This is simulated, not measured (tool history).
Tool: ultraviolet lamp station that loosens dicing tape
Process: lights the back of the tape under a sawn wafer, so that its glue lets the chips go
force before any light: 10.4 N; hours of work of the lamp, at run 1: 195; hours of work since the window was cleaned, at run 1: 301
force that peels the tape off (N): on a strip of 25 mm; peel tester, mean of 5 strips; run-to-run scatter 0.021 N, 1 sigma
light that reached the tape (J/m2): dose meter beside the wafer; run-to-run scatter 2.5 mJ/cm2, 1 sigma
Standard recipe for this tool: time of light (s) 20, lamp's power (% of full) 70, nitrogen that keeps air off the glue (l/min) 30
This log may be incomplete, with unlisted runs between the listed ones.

run   hour  time of light (s)  lamp's power (% of full)  nitrogen that keeps air off the glue (l/min)  hours of work of the lamp  hours of work since the window was cleaned  force that peels the tape off (N)  light that reached the tape (J/m2)
  1      0                 20                        70                                            30                        195                                         301                              1.312                                2710
  2   10.7                 20                        70                                            30                        201                                         307                              1.326                                2750
  3   18.4                 20                        70                                            30                        205                                         311                              1.288                                2740
  4     37                 20                        70                                            30                        215                                         321                              1.341                                2730
  5   55.4                 20                        70                                            30                        224                                         330                               1.34                                2760
  6   69.4                 20                        70                                            30                        232                                         338                              1.334                                2710
  7     84                 20                        70                                            20                        239                                         345                               1.81                                2730
  8   92.7                 20                        70                                            20                        244                                         350                              1.739                                2690
  9  111.4                 20                        70                                            30                        254                                         360                               1.35                                2720
 10  120.6                 20                        70                                            30                        259                                         365                              1.398                                2630
 11  136.6                 20                        70                                            30                        267                                         373                              1.337                                2680
 12    148                 20                        70                                            30                        273                                         379                              1.348                                2630
 13  157.4                 20                        70                                            30                        278                                         384                              1.399                                2650
 14  170.3                 20                        86                                            30                        285                                         391                              0.948                                3250
 15    188                 20                        86                                            30                        294                                         400                              0.953                                3300
 16  202.6                 20                        86                                            30                        302                                         408                              0.927                                3290
 17    217                 20                        86                                            30                        310                                         416                              0.915                                3220
 18  226.1                 20                        86                                            30                        314                                         420                              0.989                                3240
 19  239.5                 20                        86                                            30                        322                                         428                              0.959                                3180
 20  250.1                 20                        86                                            30                        327                                         433                              0.946                                3180
 21  263.4                 20                        86                                            30                        334                                         440                               0.98                                3170
 22  278.7                 20                        86                                            30                        342                                         448                              0.978                                3170
 23  294.7                 23                        74                                            12                        351                                         457                              2.015                                3110
 24  302.5                 15                        70                                            30                        355                                         461                              2.288                                1930
 25  314.3                 15                        70                                            30                        361                                         467                              2.339                                1900
 26  324.8                 15                        70                                            30                        367                                         473                                2.3                                1910
 27  334.3                 15                        70                                            30                        372                                         478                              2.416                                1890
 28  349.4                 12                        74                                            10                        380                                         486                              4.827                                1650
 29  363.9                 11                        74                                            10                        387                                         493                              4.898                                1460
 30  373.5                 11                        74                                            10                        392                                         498                              5.015                                1460
 31  388.7                 11                        74                                            10                        400                                         506                              5.068                                1470
 32  406.9                 38                        94                                            19                        410                                         516                              0.375                                6360
 33  418.9                 38                        94                                            19                        416                                         522                              0.377                                6310
 34  436.9                 35                        65                                            60                        426                                         532                                0.4                                4000
 35    448                 35                        79                                            44                        432                                         538                              0.351                                4840
 36  458.7                 23                        83                                            44                        437                                         543                              0.673                                3360
 37  471.3                 16                        79                                            51                        444                                         550                              1.366                                2220
 38  489.5                 16                        79                                            51                        454                                         560                              1.417                                2180
 39  505.5                 16                        79                                            51                        462                                         568                              1.376                                2220
 40  516.2                 16                        79                                            51                        468                                         574                              1.358                                2200
 41  530.1                 16                        79                                            51                        475                                         581                              1.397                                2180
 42  539.5                 15                        85                                            51                        480                                         586                              1.405                                2210
 43  551.3                 15                        85                                            51                        486                                         592                              1.377                                2180

Here are 5 independent what-if runs from the current tool condition. What would each one return?
  A  560.7                 13                        79                                            36                        491                                         597                                  ?                                   ?
  B  560.7                 18                        66                                            34                        491                                         597                                  ?                                   ?
  C  560.7                 20                        65                                            30                        491                                         597                                  ?                                   ?
  D  560.7                 15                        85                                            26                        491                                         597                                  ?                                   ?
  E  560.7                 21                        86                                            10                        491                                         597                                  ?                                   ?

run  force that peels the tape off (N)  light that reached the tape (J/m2)
  A                              2.468                                1750
  B                              2.021                                1970
  C                              1.897                                2230
  D                              2.166                                2190
  E                              2.315                                3080
Take away the tool's hidden state, keep each run's random variation, and the runs would have read:
run  force that peels the tape off (N)  light that reached the tape (J/m2)
  A                              1.628                                2290
  B                              1.282                                2590
  C                               1.19                                2910
  D                               1.39                                2850
  E                              1.516                                4010
